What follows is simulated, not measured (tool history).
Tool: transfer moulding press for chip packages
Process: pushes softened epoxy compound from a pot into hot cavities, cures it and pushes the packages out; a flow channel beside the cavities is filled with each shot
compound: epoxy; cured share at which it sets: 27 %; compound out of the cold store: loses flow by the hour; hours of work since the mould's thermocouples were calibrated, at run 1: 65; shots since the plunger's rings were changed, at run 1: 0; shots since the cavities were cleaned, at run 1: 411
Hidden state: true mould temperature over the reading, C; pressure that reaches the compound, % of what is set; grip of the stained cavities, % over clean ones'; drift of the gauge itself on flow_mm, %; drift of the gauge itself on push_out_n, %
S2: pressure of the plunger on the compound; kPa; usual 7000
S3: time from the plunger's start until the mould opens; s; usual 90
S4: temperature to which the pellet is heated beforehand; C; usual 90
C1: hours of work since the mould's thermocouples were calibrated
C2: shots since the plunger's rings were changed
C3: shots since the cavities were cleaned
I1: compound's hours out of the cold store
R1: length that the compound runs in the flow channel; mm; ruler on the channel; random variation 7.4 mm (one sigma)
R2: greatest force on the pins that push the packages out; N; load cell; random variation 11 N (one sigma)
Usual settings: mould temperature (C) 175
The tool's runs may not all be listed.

Run 1, hour 0.0: usual settings; C1 65; C2 0; C3 411; I1 21.6. Result: R1 954 mm, R2 785 N.
Run 2, hour 18.9: usual settings; C1 79; C2 258; C3 669; I1 28.6. Result: R1 921 mm, R2 811 N.
Run 3, hour 39.5: usual settings but S2 6510 kPa; C1 94; C2 541; C3 952; I1 11.7. Result: R1 961 mm, R2 877 N.
At hour 54.3: cavities cleaned with cleaning compound and waxed.
Run 4, hour 58.6: usual settings but S2 8680 kPa; C1 107; C2 782; C3 59; I1 12.3. Result: R1 1096 mm, R2 621 N.
Run 5, hour 76.1: usual settings but S2 8680 kPa; C1 119; C2 1020; C3 297; I1 8.9. Result: R1 1131 mm, R2 751 N.
Run 6, hour 85.5: usual settings but S2 8680 kPa; C1 126; C2 1149; C3 426; I1 10.4. Result: R1 1107 mm, R2 826 N.
Run 7, hour 99.0: usual settings but S2 8680 kPa; C1 136; C2 1334; C3 611; I1 24.9. Result: R1 1053 mm, R2 796 N.
Run 8, hour 118.1: usual settings; C1 150; C2 1595; C3 872; I1 41.8. Result: R1 855 mm, R2 812 N.
At hour 138.3: cavities cleaned with cleaning compound and waxed.
Run 9, hour 138.7: usual settings; C1 164; C2 1856; C3 5; I1 32.8. Result: R1 896 mm, R2 531 N.
Run 10, hour 159.9: usual settings but S4 89 C; C1 179; C2 2146; C3 295; I1 33.8. Result: R1 882 mm, R2 687 N.
Run 11, hour 172.2: usual settings; C1 188; C2 2315; C3 464; I1 24.8. Result: R1 925 mm, R2 786 N.
Run 12, hour 192.9: usual settings but S2 8310 kPa; C1 203; C2 2598; C3 747; I1 13.9. Result: R1 1069 mm, R2 830 N.
Run 13, hour 210.5: usual settings but S2 8310 kPa; C1 216; C2 2838; C3 987; I1 25.4. Result: R1 985 mm, R2 869 N.
At hour 222.4: cavities cleaned with cleaning compound and waxed.
Run 14, hour 227.1: usual settings but S2 8310 kPa; C1 227; C2 3045; C3 65; I1 26.7. Result: R1 994 mm, R2 584 N.
Run 15, hour 243.2: usual settings but mould temperature (C) 179, S2 8310 kPa, S3 77 s, S4 81 C; C1 239; C2 3266; C3 286; I1 35.0. Result: R1 919 mm, R2 814 N.
Run 16, hour 264.9: usual settings but S2 8290 kPa, S4 94 C; C1 254; C2 3562; C3 582; I1 35.7. Result: R1 932 mm, R2 774 N.
Run 17, hour 284.0: usual settings but S2 6850 kPa, S3 79 s, S4 94 C; C1 268; C2 3823; C3 843; I1 15.6. Result: R1 922 mm, R2 1136 N.
Run 18, hour 296.2: usual settings but S2 6850 kPa, S3 79 s, S4 94 C; C1 277; C2 3990; C3 1010; I1 35.4. Result: R1 840 mm, R2 1061 N.
At hour 307.0: cavities cleaned with cleaning compound and waxed.
Run 19, hour 318.4: usual settings but S2 6850 kPa, S3 79 s, S4 94 C; C1 292; C2 4273; C3 156; I1 31.6. Result: R1 845 mm, R2 873 N.
At hour 321.3: mould's thermocouples calibrated.
At hour 330.6: plunger's sealing rings changed.
Run 20, hour 339.8: usual settings but S2 7590 kPa, S3 88 s; C1 12; C2 126; C3 387; I1 35.1. Result: R1 929 mm, R2 756 N.
Run 21, hour 359.8: usual settings but S2 5900 kPa, S3 111 s; C1 26; C2 399; C3 660; I1 45.1. Result: R1 778 mm, R2 603 N.
Run 22, hour 375.7: usual settings but mould temperature (C) 182, S4 99 C; C1 38; C2 617; C3 878; I1 32.6. Result: R1 885 mm, R2 618 N.
At hour 389.3: mould's thermocouples calibrated, once more.
Run 23, hour 394.5: usual settings but mould temperature (C) 176, S2 6450 kPa, S4 99 C; C1 4; C2 846; C3 1107; I1 46.2. Result: R1 801 mm, R2 783 N.
At hour 399.1: cavities cleaned with cleaning compound and waxed.
Run 24, hour 414.5: usual settings but mould temperature (C) 172, S2 7750 kPa; C1 17; C2 1100; C3 211; I1 44.6. Result: R1 887 mm, R2 791 N.
Run 25, hour 432.2: usual settings but mould temperature (C) 172, S2 7750 kPa; C1 30; C2 1342; C3 453; I1 41.8. Result: R1 900 mm, R2 933 N.
Run 26, hour 446.2: usual settings but mould temperature (C) 172, S2 7750 kPa; C1 40; C2 1533; C3 644; I1 28.4. Result: R1 984 mm, R2 1016 N.
Run 27, hour 462.2: usual settings but mould temperature (C) 172, S2 7750 kPa; C1 52; C2 1752; C3 863; I1 37.0. Result: R1 936 mm, R2 997 N.

5 ways to go on from here, each from the tool as it stands after run 27. What would each give?
Run A, hour 473.8: usual settings but mould temperature (C) 181, S3 88 s, S4 82 C; C1 60; C2 1911; C3 1022; I1 10.5. Result: R1 ?, R2 ?.
Run B, hour 473.8: usual settings but mould temperature (C) 179, S4 88 C; C1 60; C2 1911; C3 1022; I1 42.3. Result: R1 ?, R2 ?.
Run C, hour 473.8: usual settings but mould temperature (C) 172, S2 7750 kPa, S3 106 s; C1 60; C2 1911; C3 1022; I1 23.1. Result: R1 ?, R2 ?.
Run D, hour 473.8: usual settings but S4 81 C; C1 60; C2 1911; C3 1022; I1 31.3. Result: R1 ?, R2 ?.
Run E, hour 473.8: usual settings but S3 94 s, S4 85 C; C1 60; C2 1911; C3 1022; I1 31.8. Result: R1 ?, R2 ?.

run   R1   R2
  A  962  688
  B  835  697
  C  986  782
  D  891  911
  E  899  828
Without the tool's hidden state the same runs would have given:
run    R1   R2
  A   986  445
  B   855  449
  C  1010  507
  D   913  592
  E   921  537
